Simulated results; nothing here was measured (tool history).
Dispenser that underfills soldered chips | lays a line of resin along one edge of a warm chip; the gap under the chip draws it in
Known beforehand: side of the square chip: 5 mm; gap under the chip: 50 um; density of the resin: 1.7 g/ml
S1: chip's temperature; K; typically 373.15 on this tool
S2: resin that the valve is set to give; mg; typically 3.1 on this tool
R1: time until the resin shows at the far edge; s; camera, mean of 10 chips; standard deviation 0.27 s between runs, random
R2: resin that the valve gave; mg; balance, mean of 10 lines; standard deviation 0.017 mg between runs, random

run 1 hour=0 | S1=373.15 S2=3.1 | R1=10.1 R2=2.84
-- hour=2.5 new syringe of resin
run 2 hour=5.8 | S1=373.15 S2=3.1 | R1=8.5 R2=2.85
run 3 hour=12.6 | S1=373.15 S2=2.82 | R1=11.2 R2=2.62
-- hour=16.4 new syringe of resin
run 4 hour=19.4 | S1=373.15 S2=3.1 | R1=7.8 R2=2.84
run 5 hour=27.9 | S1=373.15 S2=3.1 | R1=11 R2=2.83
-- hour=30.7 new syringe of resin
run 6 hour=35 | S1=381.15 S2=3.1 | R1=6.5 R2=2.84
run 7 hour=42 | S1=383.15 S2=3.1 | R1=8.3 R2=2.82
-- hour=44.5 new syringe of resin
run 8 hour=46.4 | S1=383.15 S2=3.1 | R1=5.8 R2=2.8
-- hour=51 dispensing valve cleaned and set on the balance
run 9 hour=52.3 | S1=383.15 S2=3.1 | R1=6.4 R2=3.08
run 10 hour=58.7 | S1=383.15 S2=3.1 | R1=7.8 R2=3.08
-- hour=59.4 new syringe of resin
run 11 hour=63.9 | S1=383.15 S2=3.1 | R1=6 R2=3.08
run 12 hour=70.6 | S1=373.15 S2=3.92 | R1=10.7 R2=3.89
-- hour=73.6 new syringe of resin
run 13 hour=75.4 | S1=373.15 S2=3.92 | R1=7.6 R2=3.87
run 14 hour=81.9 | S1=373.15 S2=3.15 | R1=9.8 R2=3.1
-- hour=87.7 new syringe of resin
run 15 hour=90.3 | S1=360.15 S2=3.1 | R1=12.8 R2=3.03
run 16 hour=97 | S1=387.15 S2=2.77 | R1=6.4 R2=2.72
-- hour=102 new syringe of resin
run 17 hour=104.1 | S1=382.15 S2=3.79 | R1=5.6 R2=3.69
run 18 hour=108 | S1=365.15 S2=3.27 | R1=11.8 R2=3.15
-- hour=115.9 new syringe of resin
run 19 hour=116.5 | S1=365.15 S2=3.27 | R1=10.4 R2=3.15
run 20 hour=121.9 | S1=373.15 S2=3.54 | R1=9 R2=3.41
run 21 hour=126.5 | S1=388.15 S2=3.89 | R1=6.4 R2=3.72
-- hour=130.2 new syringe of resin
run 22 hour=132 | S1=361.15 S2=2.81 | R1=12.2 R2=2.71
run 23 hour=137.5 | S1=361.15 S2=2.81 | R1=14.9 R2=2.69
-- hour=144.6 new syringe of resin
run 24 hour=146.4 | S1=361.15 S2=2.81 | R1=12.4 R2=2.66
run 25 hour=152 | S1=361.15 S2=2.81 | R1=15.1 R2=2.68
run 26 hour=156.3 | S1=368.15 S2=2.89 | R1=13.7 R2=2.72
-- hour=158.5 new syringe of resin
run 27 hour=162.6 | S1=368.15 S2=2.89 | R1=10.1 R2=2.71

Below, each run's measurement less what the same run would have read without the hidden state. Both values contain the same run-to-run variation, but the gauge's scatter may not be the same in both:
What the log doesn't record here: resin's viscosity, % of fresh resin's; dose that the valve gives, % of what is set; true chip temperature over the reading, C; drift of the gauge itself on fill_s, %; drift of the gauge itself on given_mg, %.
run=1 R1=+3.2 R2=-0.23
run=2 R1=+0.9 R2=-0.24
run=3 R1=+3.1 R2=-0.23
run=4 R1=+0.7 R2=-0.27
run=5 R1=+3.4 R2=-0.28
run=6 R1=+0.9 R2=-0.29
run=7 R1=+2.5 R2=-0.31
run=8 R1=+0.3 R2=-0.31
run=9 R1=+1.1 R2=+0
run=10 R1=+2.7 R2=-0.01
run=11 R1=+0.7 R2=-0.02
run=12 R1=+2.9 R2=-0.04
run=13 R1=+0.3 R2=-0.05
run=14 R1=+2.2 R2=-0.05
run=15 R1=+0.6 R2=-0.06
run=16 R1=+1.5 R2=-0.06
run=17 R1=+0.2 R2=-0.11
run=18 R1=+1.7 R2=-0.1
run=19 R1=+0.2 R2=-0.12
run=20 R1=+1.6 R2=-0.14
run=21 R1=+1.9 R2=-0.16
run=22 R1=+0.7 R2=-0.12
run=23 R1=+3 R2=-0.13
run=24 R1=+0.5 R2=-0.15
run=25 R1=+3.1 R2=-0.15
run=26 R1=+4.2 R2=-0.16
run=27 R1=+1.2 R2=-0.17
